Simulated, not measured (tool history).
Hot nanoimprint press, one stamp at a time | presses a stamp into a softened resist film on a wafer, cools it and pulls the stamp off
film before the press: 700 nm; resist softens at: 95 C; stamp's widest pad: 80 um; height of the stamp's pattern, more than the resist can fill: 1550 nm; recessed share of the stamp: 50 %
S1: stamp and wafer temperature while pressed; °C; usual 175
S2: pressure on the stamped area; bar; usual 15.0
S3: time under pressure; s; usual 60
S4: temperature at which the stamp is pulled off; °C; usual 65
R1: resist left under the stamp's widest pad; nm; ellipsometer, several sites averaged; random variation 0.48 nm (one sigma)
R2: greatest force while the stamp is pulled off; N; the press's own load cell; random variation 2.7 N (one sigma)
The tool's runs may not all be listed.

| run | hour | S1 | S2 | S3 | S4 | R1 | R2 |
|---|---|---|---|---|---|---|---|
| 1 | 0.0 | 175 | 15.0 | 60 | 65 | 285.8 | 231 |
| 2 | 39.1 | 175 | 15.0 | 60 | 65 | 285.1 | 237 |
|  | 78.7 | plate thermocouple calibrated |
| 3 | 82.6 | 175 | 20.8 | 60 | 65 | 240.3 | 250 |
|  | 102.5 | stamp cleaned and given a new release coat |
| 4 | 107.9 | 175 | 20.8 | 60 | 65 | 240.3 | 206 |
| 5 | 146.0 | 175 | 20.8 | 60 | 65 | 239.5 | 207 |
| 6 | 176.8 | 175 | 20.8 | 60 | 65 | 239.0 | 213 |
| 7 | 201.0 | 175 | 15.0 | 60 | 65 | 277.7 | 210 |
| 8 | 221.8 | 175 | 15.0 | 60 | 65 | 276.7 | 219 |
| 9 | 240.1 | 175 | 15.0 | 60 | 62 | 276.2 | 229 |
| 10 | 257.4 | 175 | 15.0 | 72 | 65 | 256.3 | 220 |
|  | 289.4 | plate thermocouple calibrated, once more |
| 11 | 296.6 | 175 | 15.0 | 72 | 65 | 279.1 | 230 |
| 12 | 317.7 | 172 | 15.0 | 60 | 65 | 338.9 | 238 |
| 13 | 346.9 | 172 | 15.0 | 60 | 65 | 337.7 | 233 |
| 14 | 373.6 | 175 | 11.3 | 60 | 65 | 337.1 | 243 |
| 15 | 412.9 | 175 | 20.7 | 60 | 65 | 258.5 | 243 |
|  | 434.6 | stamp cleaned and given a new release coat |
| 16 | 446.3 | 175 | 20.7 | 60 | 65 | 257.6 | 206 |
| 17 | 463.0 | 175 | 15.0 | 81 | 68 | 263.7 | 204 |
| 18 | 485.1 | 175 | 15.0 | 81 | 68 | 262.9 | 201 |
| 19 | 516.7 | 180 | 17.9 | 60 | 72 | 221.2 | 194 |
| 20 | 536.8 | 165 | 13.7 | 85 | 51 | 409.8 | 259 |
| 21 | 563.1 | 165 | 13.7 | 85 | 51 | 408.7 | 268 |
| 22 | 599.3 | 165 | 13.7 | 45 | 51 | 490.4 | 269 |
| 23 | 635.8 | 175 | 17.9 | 60 | 70 | 272.0 | 219 |
| 24 | 662.5 | 175 | 15.0 | 60 | 70 | 293.3 | 222 |
| 25 | 692.7 | 175 | 15.0 | 68 | 67 | 278.2 | 229 |
| 26 | 721.8 | 175 | 15.0 | 68 | 67 | 278.1 | 241 |
|  | 742.2 | press's hydraulic seals changed and the load cell set to zero |
|  | 771.9 | stamp cleaned and given a new release coat |
| 27 | 772.6 | 175 | 15.0 | 68 | 67 | 269.1 | 202 |
| 28 | 804.8 | 178 | 13.8 | 34 | 69 | 323.4 | 195 |
|  | 818.3 | plate thermocouple calibrated |
| 29 | 840.7 | 185 | 14.6 | 60 | 58 | 194.9 | 235 |
| 30 | 871.3 | 185 | 14.6 | 60 | 58 | 194.7 | 240 |
| 31 | 904.6 | 172 | 23.7 | 60 | 53 | 267.6 | 261 |

Forecast each of these 3 alternatives for the next run:
| A | 944.1 | 175 | 15.0 | 116 | 60 | ? | ? |
| B | 944.1 | 178 | 11.5 | 60 | 53 | ? | ? |
| C | 944.1 | 175 | 15.0 | 60 | 64 | ? | ? |

| run | R1 | R2 |
|---|---|---|
| A | 222.0 | 246 |
| B | 289.1 | 260 |
| C | 290.0 | 236 |
Without the tool's hidden state the same runs would have given:
| run | R1 | R2 |
|---|---|---|
| A | 222.9 | 222 |
| B | 290.2 | 234 |
| C | 291.0 | 213 |

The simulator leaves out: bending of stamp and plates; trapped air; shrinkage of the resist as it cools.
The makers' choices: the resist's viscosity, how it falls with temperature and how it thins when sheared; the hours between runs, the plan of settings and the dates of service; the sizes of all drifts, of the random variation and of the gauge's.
